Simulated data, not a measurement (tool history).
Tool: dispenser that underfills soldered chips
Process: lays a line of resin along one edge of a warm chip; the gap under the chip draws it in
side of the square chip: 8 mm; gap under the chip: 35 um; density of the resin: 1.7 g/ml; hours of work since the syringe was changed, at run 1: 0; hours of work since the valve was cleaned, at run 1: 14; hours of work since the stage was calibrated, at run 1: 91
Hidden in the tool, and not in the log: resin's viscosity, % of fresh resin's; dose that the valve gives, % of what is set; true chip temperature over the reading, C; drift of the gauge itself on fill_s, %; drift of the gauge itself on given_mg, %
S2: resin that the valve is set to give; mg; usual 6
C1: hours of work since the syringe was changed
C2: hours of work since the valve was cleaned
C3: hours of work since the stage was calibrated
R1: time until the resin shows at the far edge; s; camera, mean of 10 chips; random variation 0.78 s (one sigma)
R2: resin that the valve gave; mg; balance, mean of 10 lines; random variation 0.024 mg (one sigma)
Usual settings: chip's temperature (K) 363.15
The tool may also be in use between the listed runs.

{"run": 1, "hour": 0.0, "chip's temperature (K)": 363.15, "S2": 6, "C1": 0, "C2": 14, "C3": 91, "R1": 70.8, "R2": 5.97}
{"run": 2, "hour": 5.8, "chip's temperature (K)": 363.15, "S2": 6, "C1": 4, "C2": 18, "C3": 94, "R1": 99.5, "R2": 5.94}
{"hour": 11.6, "done": "new syringe of resin"}
{"run": 3, "hour": 12.2, "chip's temperature (K)": 363.15, "S2": 6, "C1": 0, "C2": 22, "C3": 99, "R1": 71.2, "R2": 5.92}
{"run": 4, "hour": 15.5, "chip's temperature (K)": 363.15, "S2": 6, "C1": 3, "C2": 25, "C3": 101, "R1": 87.3, "R2": 5.9}
{"run": 5, "hour": 21.7, "chip's temperature (K)": 363.15, "S2": 6, "C1": 7, "C2": 29, "C3": 105, "R1": 126.7, "R2": 5.89}
{"hour": 23.0, "done": "new syringe of resin"}
{"run": 6, "hour": 26.6, "chip's temperature (K)": 363.15, "S2": 6, "C1": 2, "C2": 32, "C3": 108, "R1": 84.8, "R2": 5.85}
{"run": 7, "hour": 32.5, "chip's temperature (K)": 363.15, "S2": 6, "C1": 6, "C2": 36, "C3": 112, "R1": 124, "R2": 5.83}
{"hour": 34.3, "done": "new syringe of resin"}
{"run": 8, "hour": 39.3, "chip's temperature (K)": 374.15, "S2": 6, "C1": 3, "C2": 40, "C3": 116, "R1": 60.2, "R2": 5.81}
{"hour": 45.4, "done": "new syringe of resin"}
{"run": 9, "hour": 46.0, "chip's temperature (K)": 374.15, "S2": 6, "C1": 0, "C2": 44, "C3": 121, "R1": 46.7, "R2": 5.83}
{"run": 10, "hour": 52.4, "chip's temperature (K)": 374.15, "S2": 6, "C1": 5, "C2": 49, "C3": 125, "R1": 68.7, "R2": 5.75}
{"run": 11, "hour": 55.7, "chip's temperature (K)": 348.15, "S2": 5.54, "C1": 7, "C2": 51, "C3": 127, "R1": 251.7, "R2": 5.32}
{"hour": 56.6, "done": "new syringe of resin"}
{"run": 12, "hour": 60.0, "chip's temperature (K)": 371.15, "S2": 5.24, "C1": 2, "C2": 54, "C3": 130, "R1": 63.3, "R2": 4.99}
{"run": 13, "hour": 66.5, "chip's temperature (K)": 353.15, "S2": 6, "C1": 7, "C2": 58, "C3": 134, "R1": 190.2, "R2": 5.76}
{"hour": 67.7, "done": "new syringe of resin"}
{"run": 14, "hour": 72.0, "chip's temperature (K)": 351.15, "S2": 7.3, "C1": 3, "C2": 62, "C3": 138, "R1": 146, "R2": 6.96}
{"hour": 78.8, "done": "new syringe of resin"}
{"run": 15, "hour": 78.9, "chip's temperature (K)": 353.15, "S2": 6.72, "C1": 0, "C2": 66, "C3": 142, "R1": 104.2, "R2": 6.43}
{"run": 16, "hour": 83.6, "chip's temperature (K)": 353.15, "S2": 6.72, "C1": 3, "C2": 69, "C3": 145, "R1": 136.8, "R2": 6.35}
{"hour": 89.8, "done": "new syringe of resin"}
{"run": 17, "hour": 89.8, "chip's temperature (K)": 363.15, "S2": 6.72, "C1": 0, "C2": 73, "C3": 149, "R1": 67.4, "R2": 6.35}
{"run": 18, "hour": 95.3, "chip's temperature (K)": 349.15, "S2": 5.6, "C1": 4, "C2": 77, "C3": 153, "R1": 178.8, "R2": 5.34}
{"run": 19, "hour": 99.7, "chip's temperature (K)": 349.15, "S2": 5.6, "C1": 7, "C2": 80, "C3": 156, "R1": 227, "R2": 5.26}

4 ways to go on from here, each from the tool as it stands after run 19. What would each give?
{"hour": 101.3, "done": "new syringe of resin"}
{"run": "A", "hour": 106.1, "chip's temperature (K)": 358.15, "S2": 6.49, "C1": 3, "C2": 84, "C3": 160, "R1": "?", "R2": "?"}
{"hour": 101.3, "done": "new syringe of resin"}
{"run": "B", "hour": 106.1, "chip's temperature (K)": 363.15, "S2": 5.26, "C1": 3, "C2": 84, "C3": 160, "R1": "?", "R2": "?"}
{"hour": 101.3, "done": "new syringe of resin"}
{"run": "C", "hour": 106.1, "chip's temperature (K)": 363.15, "S2": 6.14, "C1": 3, "C2": 84, "C3": 160, "R1": "?", "R2": "?"}
{"hour": 101.3, "done": "new syringe of resin"}
{"run": "D", "hour": 106.1, "chip's temperature (K)": 349.15, "S2": 7.39, "C1": 3, "C2": 84, "C3": 160, "R1": "?", "R2": "?"}

run=A R1=110.7 R2=6.13
run=B R1=93.3 R2=4.95
run=C R1=89 R2=5.79
run=D R1=164.6 R2=6.91
Without the tool's hidden state the same runs would have given:
run=A R1=86.9 R2=6.51
run=B R1=72.4 R2=5.26
run=C R1=69.6 R2=6.15
run=D R1=130.1 R2=7.35

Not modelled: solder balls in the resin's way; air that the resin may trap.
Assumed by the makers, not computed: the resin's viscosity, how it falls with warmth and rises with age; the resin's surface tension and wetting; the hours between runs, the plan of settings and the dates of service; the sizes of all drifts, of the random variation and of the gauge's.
